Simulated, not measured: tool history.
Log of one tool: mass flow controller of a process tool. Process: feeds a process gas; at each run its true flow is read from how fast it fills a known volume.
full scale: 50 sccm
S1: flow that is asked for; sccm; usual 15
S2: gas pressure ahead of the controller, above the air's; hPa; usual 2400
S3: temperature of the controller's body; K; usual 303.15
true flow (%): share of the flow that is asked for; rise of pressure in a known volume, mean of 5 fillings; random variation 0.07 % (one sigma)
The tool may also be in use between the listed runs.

{"run": 1, "hour": 0.0, "S1": 15, "S2": 2400, "S3": 303.15, "true flow (%)": 102.55}
{"run": 2, "hour": 144.4, "S1": 15, "S2": 2400, "S3": 300.15, "true flow (%)": 103.14}
{"run": 3, "hour": 256.8, "S1": 15, "S2": 2400, "S3": 303.15, "true flow (%)": 102.79}
{"run": 4, "hour": 364.1, "S1": 15, "S2": 2400, "S3": 303.15, "true flow (%)": 102.89}
{"run": 5, "hour": 528.9, "S1": 15, "S2": 2400, "S3": 303.15, "true flow (%)": 102.93}
{"run": 6, "hour": 656.6, "S1": 15, "S2": 2400, "S3": 303.15, "true flow (%)": 103.17}
{"run": 7, "hour": 752.2, "S1": 15, "S2": 2400, "S3": 303.15, "true flow (%)": 103.06}
{"run": 8, "hour": 864.1, "S1": 15, "S2": 2400, "S3": 303.15, "true flow (%)": 103.09}
{"run": 9, "hour": 1074.2, "S1": 15, "S2": 1890, "S3": 303.15, "true flow (%)": 103.38}
{"run": 10, "hour": 1275.9, "S1": 15, "S2": 1980, "S3": 303.15, "true flow (%)": 103.35}
{"run": 11, "hour": 1415.5, "S1": 15, "S2": 1980, "S3": 303.15, "true flow (%)": 103.42}
{"run": 12, "hour": 1605.6, "S1": 15, "S2": 1980, "S3": 303.15, "true flow (%)": 103.59}
{"run": 13, "hour": 1731.8, "S1": 15, "S2": 2400, "S3": 307.15, "true flow (%)": 103.06}
{"run": 14, "hour": 1925.8, "S1": 15, "S2": 2400, "S3": 307.15, "true flow (%)": 103.3}
{"run": 15, "hour": 2049.9, "S1": 15, "S2": 2400, "S3": 303.15, "true flow (%)": 103.61}
{"run": 16, "hour": 2219.8, "S1": 15, "S2": 2400, "S3": 312.15, "true flow (%)": 102.88}
{"run": 17, "hour": 2326.7, "S1": 15, "S2": 2400, "S3": 296.15, "true flow (%)": 104.43}
{"run": 18, "hour": 2520.8, "S1": 15, "S2": 2400, "S3": 296.15, "true flow (%)": 104.66}
{"run": 19, "hour": 2621.7, "S1": 15, "S2": 2400, "S3": 296.15, "true flow (%)": 104.58}
{"run": 20, "hour": 2807.7, "S1": 15, "S2": 2400, "S3": 296.15, "true flow (%)": 104.73}
{"run": 21, "hour": 2936.1, "S1": 15, "S2": 2400, "S3": 306.15, "true flow (%)": 103.77}
{"run": 22, "hour": 3064.2, "S1": 15, "S2": 2400, "S3": 306.15, "true flow (%)": 103.86}
{"run": 23, "hour": 3233.4, "S1": 15, "S2": 2400, "S3": 306.15, "true flow (%)": 104.05}
{"run": 24, "hour": 3421.7, "S1": 7, "S2": 2400, "S3": 294.15, "true flow (%)": 108.85}
{"run": 25, "hour": 3620.7, "S1": 26, "S2": 2400, "S3": 294.15, "true flow (%)": 104.26}
{"run": 26, "hour": 3741.7, "S1": 26, "S2": 2400, "S3": 294.15, "true flow (%)": 104.28}
{"run": 27, "hour": 3971.7, "S1": 15, "S2": 2150, "S3": 302.15, "true flow (%)": 104.76}
{"run": 28, "hour": 4103.3, "S1": 15, "S2": 2150, "S3": 302.15, "true flow (%)": 104.81}
{"run": 29, "hour": 4272.3, "S1": 39, "S2": 2400, "S3": 303.15, "true flow (%)": 103.11}
{"run": 30, "hour": 4387.7, "S1": 9, "S2": 2400, "S3": 300.15, "true flow (%)": 107.16}
{"run": 31, "hour": 4574.6, "S1": 14, "S2": 1420, "S3": 296.15, "true flow (%)": 105.88}
{"run": 32, "hour": 4686.3, "S1": 11, "S2": 1630, "S3": 294.15, "true flow (%)": 107.22}
{"run": 33, "hour": 4792.3, "S1": 11, "S2": 1630, "S3": 294.15, "true flow (%)": 107.31}
{"run": 34, "hour": 5028.8, "S1": 8, "S2": 1410, "S3": 303.15, "true flow (%)": 108.51}
{"run": 35, "hour": 5262.3, "S1": 10, "S2": 1730, "S3": 297.15, "true flow (%)": 107.68}
{"run": 36, "hour": 5386.7, "S1": 6, "S2": 2400, "S3": 302.15, "true flow (%)": 111.02}
{"run": 37, "hour": 5554.2, "S1": 16, "S2": 2400, "S3": 303.15, "true flow (%)": 105.09}
{"run": 38, "hour": 5755.4, "S1": 37, "S2": 2210, "S3": 295.15, "true flow (%)": 104.51}
{"run": 39, "hour": 5956.6, "S1": 15, "S2": 2020, "S3": 303.15, "true flow (%)": 105.66}
{"run": 40, "hour": 6162.2, "S1": 24, "S2": 2020, "S3": 303.15, "true flow (%)": 104.41}
{"run": 41, "hour": 6372.1, "S1": 19, "S2": 2400, "S3": 307.15, "true flow (%)": 104.66}
{"run": 42, "hour": 6521.8, "S1": 7, "S2": 1640, "S3": 306.15, "true flow (%)": 110.27}
{"run": 43, "hour": 6699.5, "S1": 9, "S2": 2400, "S3": 294.15, "true flow (%)": 102.66}
{"run": 44, "hour": 6899.7, "S1": 9, "S2": 2400, "S3": 294.15, "true flow (%)": 102.77}

Taken out of this log: 1 entry between the listed runs. Where each belongs, and how the hidden state differs across it:
Between runs 42 and 43: controller's zero set anew (hour 6588.6)
  flow at rest that the sensor doesn't see, % of full scale: 1.245 -> 0.042; true flow over the shown one, %: 3.28 -> 3.32
  measured less the result without the state, true flow (%): +12.17 -> +3.55
